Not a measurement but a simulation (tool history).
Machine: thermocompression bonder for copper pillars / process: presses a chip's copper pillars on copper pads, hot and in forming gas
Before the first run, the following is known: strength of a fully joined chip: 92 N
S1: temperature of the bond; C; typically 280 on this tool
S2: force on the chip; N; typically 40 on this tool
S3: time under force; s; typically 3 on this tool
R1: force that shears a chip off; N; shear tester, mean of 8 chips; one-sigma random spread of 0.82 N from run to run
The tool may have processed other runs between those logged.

| run | hour | S1 | S2 | S3 | R1 |
|---|---|---|---|---|---|
| 1 | 0 | 280 | 40 | 3 | 64.8 |
| 2 | 8.5 | 280 | 40 | 3 | 64.9 |
| 3 | 19.7 | 280 | 40 | 3 | 66.1 |
| 4 | 28.1 | 280 | 40 | 2 | 58.9 |
| 5 | 38.6 | 280 | 40 | 3 | 65.2 |
| 6 | 51.4 | 280 | 40 | 3 | 66.7 |
| 7 | 59.9 | 269 | 52 | 3 | 67.2 |
| 8 | 72.3 | 269 | 27 | 8 | 65.1 |
|  | 75.1 | heater calibrated with a thermocouple chip |
| 9 | 81.1 | 269 | 49 | 8 | 79.7 |
| 10 | 89.1 | 304 | 43 | 8 | 84.6 |
| 11 | 94.7 | 304 | 43 | 8 | 84.6 |
| 12 | 104.7 | 304 | 37 | 3 | 74.5 |

Forecast each of these 3 alternatives for the next run:
| A | 111.3 | 255 | 41 | 4 | ? |
| B | 111.3 | 271 | 37 | 8 | ? |
| C | 111.3 | 278 | 37 | 4 | ? |

| run | R1 |
|---|---|
| A | 57.3 |
| B | 73.4 |
| C | 68 |
Without the tool's hidden state the same runs would have given:
| run | R1 |
|---|---|
| A | 54.6 |
| B | 73.3 |
| C | 66.9 |

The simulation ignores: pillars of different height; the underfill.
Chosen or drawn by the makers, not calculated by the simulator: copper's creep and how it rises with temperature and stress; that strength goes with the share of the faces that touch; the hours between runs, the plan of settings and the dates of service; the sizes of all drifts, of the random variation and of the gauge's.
